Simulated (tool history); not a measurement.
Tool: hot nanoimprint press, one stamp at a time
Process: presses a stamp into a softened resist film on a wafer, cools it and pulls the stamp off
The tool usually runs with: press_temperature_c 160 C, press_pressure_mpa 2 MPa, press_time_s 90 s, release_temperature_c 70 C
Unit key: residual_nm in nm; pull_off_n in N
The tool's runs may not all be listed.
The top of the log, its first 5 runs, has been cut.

| run | hour | press_temperature_c | press_pressure_mpa | press_time_s | release_temperature_c | hours of work since the thermocouple was calibrated | imprints on the stamp's release coat | hours of work since the press's seals were changed | residual_nm | pull_off_n |
|---|---|---|---|---|---|---|---|---|---|---|
| 6 | 37.9 | 160 | 2 | 90 | 70 | 245 | 460 | 221 | 149.6 | 207 |
| 7 | 42.1 | 160 | 2 | 90 | 70 | 247 | 476 | 224 | 148.3 | 208 |
| 8 | 49.3 | 160 | 2 | 90 | 70 | 251 | 503 | 228 | 148.8 | 212 |
| 9 | 59.5 | 160 | 2 | 90 | 70 | 257 | 541 | 234 | 148.2 | 212 |
| 10 | 69.2 | 170 | 2 | 90 | 70 | 263 | 577 | 239 | 99.5 | 216 |
| 11 | 73.8 | 160 | 2 | 90 | 70 | 266 | 594 | 242 | 148.6 | 214 |
| 12 | 83.3 | 160 | 2 | 90 | 70 | 271 | 629 | 247 | 149.7 | 215 |
| 13 | 89.7 | 160 | 2 | 90 | 70 | 275 | 653 | 251 | 148.6 | 215 |
| 14 | 97.9 | 160 | 1.34 | 90 | 70 | 280 | 684 | 256 | 174.6 | 221 |
| 15 | 105.6 | 153 | 2 | 90 | 70 | 284 | 712 | 260 | 193.5 | 217 |
| 16 | 115.8 | 153 | 2 | 132 | 59 | 290 | 750 | 266 | 172.7 | 249 |
| 17 | 122.8 | 153 | 2 | 132 | 59 | 294 | 776 | 270 | 173.3 | 250 |
| 18 | 128.1 | 153 | 2 | 132 | 59 | 297 | 796 | 273 | 172.6 | 252 |
| 19 | 135.3 | 153 | 2 | 132 | 59 | 301 | 823 | 277 | 172.1 | 253 |
| 20 | 142.7 | 153 | 2 | 132 | 59 | 305 | 850 | 282 | 172.5 | 257 |
| 21 | 148.6 | 151 | 2 | 96 | 68 | 309 | 872 | 285 | 205.6 | 234 |
| 22 | 153.7 | 160 | 1.45 | 76 | 70 | 312 | 891 | 288 | 178.7 | 228 |
| 23 | 158.3 | 160 | 1.45 | 157 | 60 | 314 | 909 | 291 | 139.6 | 259 |
| 24 | 167.1 | 160 | 2 | 90 | 62 | 319 | 941 | 296 | 149 | 252 |
| 25 | 176.2 | 160 | 2 | 90 | 62 | 325 | 975 | 301 | 148.4 | 260 |
| 26 | 180.7 | 160 | 2 | 90 | 62 | 327 | 992 | 303 | 147.2 | 261 |
| 27 | 190.2 | 159 | 1.33 | 98 | 62 | 333 | 1027 | 309 | 175.8 | 254 |
| 28 | 200.1 | 159 | 1.57 | 86 | 62 | 338 | 1064 | 315 | 173.1 | 256 |
| 29 | 208.3 | 160 | 2 | 80 | 75 | 343 | 1095 | 319 | 153.7 | 222 |
| 30 | 217.8 | 163 | 1.45 | 128 | 62 | 349 | 1130 | 325 | 132.1 | 254 |

What if the next run were any one of these 3? Each begins from the tool's condition after run 30:
| A | 226.4 | 160 | 1.47 | 90 | 70 | 354 | 1162 | 330 | ? | ? |
| B | 226.4 | 160 | 2.87 | 175 | 70 | 354 | 1162 | 330 | ? | ? |
| C | 226.4 | 163 | 1.45 | 163 | 62 | 354 | 1162 | 330 | ? | ? |

| run | residual_nm | pull_off_n |
|---|---|---|
| A | 167.2 | 232 |
| B | 96.9 | 236 |
| C | 122.1 | 259 |
Take away the tool's hidden state, keep each run's random variation, and the runs would have read:
| run | residual_nm | pull_off_n |
|---|---|---|
| A | 174.3 | 189 |
| B | 101.7 | 192 |
| C | 128.1 | 211 |
